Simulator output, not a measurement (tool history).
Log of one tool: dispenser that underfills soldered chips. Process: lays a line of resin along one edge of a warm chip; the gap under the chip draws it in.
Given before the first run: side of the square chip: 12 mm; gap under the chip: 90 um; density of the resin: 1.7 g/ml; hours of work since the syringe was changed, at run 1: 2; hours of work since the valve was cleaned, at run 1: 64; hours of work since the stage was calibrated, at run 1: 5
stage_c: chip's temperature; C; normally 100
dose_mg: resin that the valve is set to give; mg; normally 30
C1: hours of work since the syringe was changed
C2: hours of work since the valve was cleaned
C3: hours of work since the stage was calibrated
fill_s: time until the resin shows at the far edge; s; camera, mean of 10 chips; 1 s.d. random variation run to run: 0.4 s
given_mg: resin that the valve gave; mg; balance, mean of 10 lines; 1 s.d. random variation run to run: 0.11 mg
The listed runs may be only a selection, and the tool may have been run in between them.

{"run": 1, "hour": 0.0, "stage_c": 100, "dose_mg": 30, "C1": 2, "C2": 64, "C3": 5, "fill_s": 33.1, "given_mg": 28.92}
{"run": 2, "hour": 4.8, "stage_c": 100, "dose_mg": 30, "C1": 6, "C2": 68, "C3": 8, "fill_s": 44.7, "given_mg": 28.77}
{"run": 3, "hour": 8.8, "stage_c": 100, "dose_mg": 30, "C1": 9, "C2": 71, "C3": 11, "fill_s": 56.8, "given_mg": 28.92}
{"hour": 9.8, "done": "new syringe of resin"}
{"run": 4, "hour": 13.2, "stage_c": 101, "dose_mg": 30, "C1": 3, "C2": 74, "C3": 15, "fill_s": 32.1, "given_mg": 28.54}
{"run": 5, "hour": 16.5, "stage_c": 101, "dose_mg": 30, "C1": 5, "C2": 76, "C3": 17, "fill_s": 39.3, "given_mg": 28.67}
{"run": 6, "hour": 20.8, "stage_c": 113, "dose_mg": 33.2, "C1": 8, "C2": 80, "C3": 20, "fill_s": 32, "given_mg": 31.74}

Run 7 has not been measured yet. What should we expect?
{"hour": 22.9, "done": "new syringe of resin"}
{"run": 7, "hour": 23.7, "stage_c": 97, "dose_mg": 32.3, "C1": 1, "C2": 82, "C3": 22, "fill_s": "?", "given_mg": "?"}

fill_s: 32.4 s
given_mg: 30.76 mg
Take away the tool's hidden state, keep the run-to-run variation as it was, and the same run would have given fill_s 29.7 s, given_mg 32.2 mg.

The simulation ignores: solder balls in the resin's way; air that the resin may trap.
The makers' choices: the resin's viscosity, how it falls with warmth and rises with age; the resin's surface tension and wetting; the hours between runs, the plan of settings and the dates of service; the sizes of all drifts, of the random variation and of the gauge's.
